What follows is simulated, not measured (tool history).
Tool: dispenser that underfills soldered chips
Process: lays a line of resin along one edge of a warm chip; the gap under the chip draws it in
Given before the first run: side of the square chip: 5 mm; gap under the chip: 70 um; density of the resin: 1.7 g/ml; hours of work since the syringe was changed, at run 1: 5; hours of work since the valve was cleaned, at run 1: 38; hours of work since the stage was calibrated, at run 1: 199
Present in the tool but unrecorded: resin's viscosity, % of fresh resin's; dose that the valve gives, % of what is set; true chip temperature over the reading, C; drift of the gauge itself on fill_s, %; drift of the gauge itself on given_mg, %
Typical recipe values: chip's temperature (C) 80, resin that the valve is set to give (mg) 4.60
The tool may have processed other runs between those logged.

| run | day | chip's temperature (C) | resin that the valve is set to give (mg) | hours of work since the syringe was changed | hours of work since the valve was cleaned | hours of work since the stage was calibrated | time until the resin shows at the far edge (s) | resin that the valve gave (mg) |
|---|---|---|---|---|---|---|---|---|
| 1 | 0.000 | 80 | 4.60 | 5 | 38 | 199 | 27.0 | 4.48 |
|  | 0.054 | new syringe of resin |
| 2 | 0.192 | 80 | 4.60 | 2 | 41 | 201 | 22.7 | 4.47 |
|  | 0.408 | new syringe of resin |
| 3 | 0.421 | 80 | 4.60 | 0 | 44 | 205 | 19.7 | 4.44 |
| 4 | 0.571 | 67 | 4.60 | 3 | 47 | 207 | 34.7 | 4.42 |
|  | 0.762 | new syringe of resin |
| 5 | 0.792 | 80 | 4.60 | 1 | 50 | 211 | 20.3 | 4.42 |
| 6 | 1.029 | 80 | 4.60 | 4 | 54 | 214 | 25.9 | 4.38 |
|  | 1.121 | new syringe of resin |
| 7 | 1.283 | 80 | 4.60 | 3 | 58 | 218 | 23.3 | 4.38 |
|  | 1.483 | new syringe of resin |
| 8 | 1.529 | 74 | 4.60 | 1 | 62 | 222 | 23.7 | 4.41 |
|  | 1.838 | new syringe of resin |
| 9 | 1.871 | 74 | 4.60 | 1 | 67 | 227 | 23.7 | 4.34 |
| 10 | 2.150 | 86 | 4.60 | 5 | 71 | 232 | 22.9 | 4.33 |
|  | 2.188 | new syringe of resin |
| 11 | 2.367 | 86 | 4.60 | 3 | 74 | 235 | 19.4 | 4.33 |
|  | 2.538 | new syringe of resin |
| 12 | 2.638 | 86 | 4.60 | 2 | 79 | 239 | 18.1 | 4.29 |
| 13 | 2.825 | 80 | 3.96 | 5 | 82 | 242 | 28.6 | 3.72 |
|  | 2.900 | new syringe of resin |
| 14 | 3.038 | 80 | 4.60 | 2 | 85 | 245 | 23.5 | 4.27 |
|  | 3.262 | new syringe of resin |
| 15 | 3.292 | 80 | 4.60 | 0 | 89 | 249 | 20.1 | 4.28 |
|  | 3.621 | new syringe of resin |
| 16 | 3.621 | 80 | 4.60 | 0 | 94 | 254 | 19.2 | 4.26 |
| 17 | 3.867 | 80 | 4.60 | 4 | 98 | 258 | 25.6 | 4.22 |
|  | 3.983 | new syringe of resin |
| 18 | 4.117 | 80 | 4.60 | 2 | 101 | 262 | 22.7 | 4.22 |
|  | 4.342 | dispensing valve cleaned and set on the balance |
|  | 4.388 | new syringe of resin |
| 19 | 4.500 | 80 | 4.60 | 2 | 2 | 267 | 21.5 | 4.60 |
| 20 | 4.692 | 80 | 4.60 | 5 | 5 | 270 | 28.0 | 4.59 |
|  | 4.738 | new syringe of resin |
| 21 | 4.896 | 84 | 4.87 | 3 | 8 | 273 | 20.5 | 4.82 |
| 22 | 5.033 | 88 | 4.87 | 5 | 11 | 276 | 20.6 | 4.85 |
|  | 5.096 | new syringe of resin |
| 23 | 5.329 | 88 | 4.87 | 4 | 15 | 280 | 19.5 | 4.82 |
|  | 5.462 | new syringe of resin |
| 24 | 5.667 | 68 | 4.34 | 3 | 20 | 285 | 36.7 | 4.24 |
|  | 5.812 | new syringe of resin |
| 25 | 5.858 | 91 | 4.30 | 1 | 23 | 288 | 14.7 | 4.22 |
| 26 | 6.092 | 91 | 4.30 | 4 | 27 | 292 | 19.1 | 4.23 |
|  | 6.171 | new syringe of resin |
| 27 | 6.271 | 91 | 4.30 | 2 | 30 | 295 | 15.7 | 4.19 |
| 28 | 6.458 | 92 | 3.97 | 5 | 33 | 298 | 20.8 | 3.88 |
|  | 6.538 | new syringe of resin |
| 29 | 6.729 | 75 | 5.21 | 3 | 37 | 302 | 28.3 | 5.07 |
|  | 6.892 | new syringe of resin |
| 30 | 6.992 | 75 | 5.21 | 2 | 41 | 306 | 25.5 | 5.04 |
|  | 7.254 | new syringe of resin |
| 31 | 7.350 | 75 | 5.21 | 2 | 46 | 311 | 24.8 | 5.02 |
| 32 | 7.492 | 85 | 4.27 | 4 | 49 | 313 | 22.3 | 4.13 |
|  | 7.604 | new syringe of resin |
| 33 | 7.758 | 70 | 5.78 | 2 | 53 | 317 | 31.7 | 5.53 |
|  | 7.958 | new syringe of resin |
| 34 | 8.079 | 70 | 5.78 | 2 | 58 | 322 | 29.7 | 5.51 |
|  | 8.333 | new syringe of resin |
| 35 | 8.404 | 95 | 4.02 | 1 | 62 | 327 | 14.5 | 3.85 |

Measured less the same run without the tool's hidden state. The same run-to-run variation is in both; the gauge's scatter may not be:
| run | time until the resin shows at the far edge (s) | resin that the valve gave (mg) |
|---|---|---|
| 1 | +9.0 | -0.13 |
| 2 | +4.3 | -0.14 |
| 3 | +1.2 | -0.15 |
| 4 | +7.5 | -0.16 |
| 5 | +1.6 | -0.18 |
| 6 | +7.9 | -0.19 |
| 7 | +5.2 | -0.21 |
| 8 | +2.4 | -0.22 |
| 9 | +1.8 | -0.24 |
| 10 | +7.6 | -0.26 |
| 11 | +4.4 | -0.27 |
| 12 | +2.9 | -0.29 |
| 13 | +9.7 | -0.25 |
| 14 | +4.9 | -0.31 |
| 15 | +2.1 | -0.32 |
| 16 | +1.0 | -0.34 |
| 17 | +7.7 | -0.36 |
| 18 | +4.7 | -0.37 |
| 19 | +3.7 | +0.00 |
| 20 | +9.5 | -0.01 |
| 21 | +4.2 | -0.03 |
| 22 | +7.1 | -0.04 |
| 23 | +5.9 | -0.05 |
| 24 | +9.7 | -0.06 |
| 25 | +1.6 | -0.08 |
| 26 | +6.3 | -0.09 |
| 27 | +3.0 | -0.10 |
| 28 | +7.3 | -0.09 |
| 29 | +7.1 | -0.15 |
| 30 | +4.7 | -0.16 |
| 31 | +4.1 | -0.19 |
| 32 | +6.7 | -0.16 |
| 33 | +6.8 | -0.23 |
| 34 | +5.6 | -0.25 |
| 35 | +2.1 | -0.19 |

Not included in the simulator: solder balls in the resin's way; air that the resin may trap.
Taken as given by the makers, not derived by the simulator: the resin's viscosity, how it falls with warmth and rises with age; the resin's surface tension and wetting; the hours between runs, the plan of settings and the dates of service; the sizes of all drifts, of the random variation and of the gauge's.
